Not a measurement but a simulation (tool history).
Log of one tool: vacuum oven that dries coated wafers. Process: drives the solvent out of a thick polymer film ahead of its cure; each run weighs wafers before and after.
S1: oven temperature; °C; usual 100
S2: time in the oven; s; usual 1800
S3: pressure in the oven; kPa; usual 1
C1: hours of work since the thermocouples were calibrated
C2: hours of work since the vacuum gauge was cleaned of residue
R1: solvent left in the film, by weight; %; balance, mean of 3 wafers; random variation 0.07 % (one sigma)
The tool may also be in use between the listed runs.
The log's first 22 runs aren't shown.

| run | hour | S1 | S2 | S3 | C1 | C2 | R1 |
|---|---|---|---|---|---|---|---|
| 23 | 404.4 | 104 | 1620 | 1.98 | 965 | 995 | 4.54 |
| 24 | 419.2 | 104 | 960 | 2.05 | 977 | 1006 | 6.71 |
| 25 | 431.5 | 100 | 2100 | 1.19 | 987 | 1016 | 4.09 |
| 26 | 455.9 | 105 | 1560 | 0.52 | 1006 | 1036 | 3.02 |
| 27 | 473.8 | 94 | 1560 | 1.42 | 1021 | 1050 | 7.17 |
| 28 | 493.1 | 98 | 2880 | 2.09 | 1036 | 1065 | 4.57 |
| 29 | 519.1 | 98 | 2880 | 2.09 | 1057 | 1086 | 4.69 |
| 30 | 530.7 | 91 | 1800 | 0.6 | 1066 | 1096 | 6.75 |
| 31 | 550.9 | 98 | 1800 | 1.16 | 1082 | 1112 | 4.97 |
| 32 | 571 | 114 | 1800 | 2.21 | 1098 | 1128 | 2.41 |
| 33 | 587.2 | 114 | 1800 | 2.21 | 1111 | 1141 | 2.33 |
| 34 | 599 | 100 | 1080 | 1.99 | 1121 | 1150 | 7.28 |
| 35 | 616.4 | 100 | 1080 | 1.78 | 1135 | 1164 | 7.04 |
| 36 | 632.8 | 100 | 1080 | 1.78 | 1148 | 1177 | 7.07 |
| 37 | 659.7 | 105 | 1260 | 1.23 | 1169 | 1199 | 4.43 |
| 38 | 683.1 | 103 | 1800 | 1.68 | 1188 | 1217 | 4.03 |
|  | 699 | oven's thermocouples calibrated |
| 39 | 702.2 | 101 | 1740 | 1.25 | 3 | 1231 | 5.37 |

3 ways to go on from here, each from the tool as it stands after run 39. What would each give?
| A | 713.7 | 113 | 1020 | 2.42 | 12 | 1240 | ? |
| B | 713.7 | 100 | 2760 | 0.74 | 12 | 1240 | ? |
| C | 713.7 | 101 | 900 | 1.25 | 12 | 1240 | ? |

| run | R1 |
|---|---|
| A | 4.78 |
| B | 3.32 |
| C | 7.97 |
Without the tool's hidden state the same runs would have given:
| run | R1 |
|---|---|
| A | 4.55 |
| B | 2.9 |
| C | 7.72 |
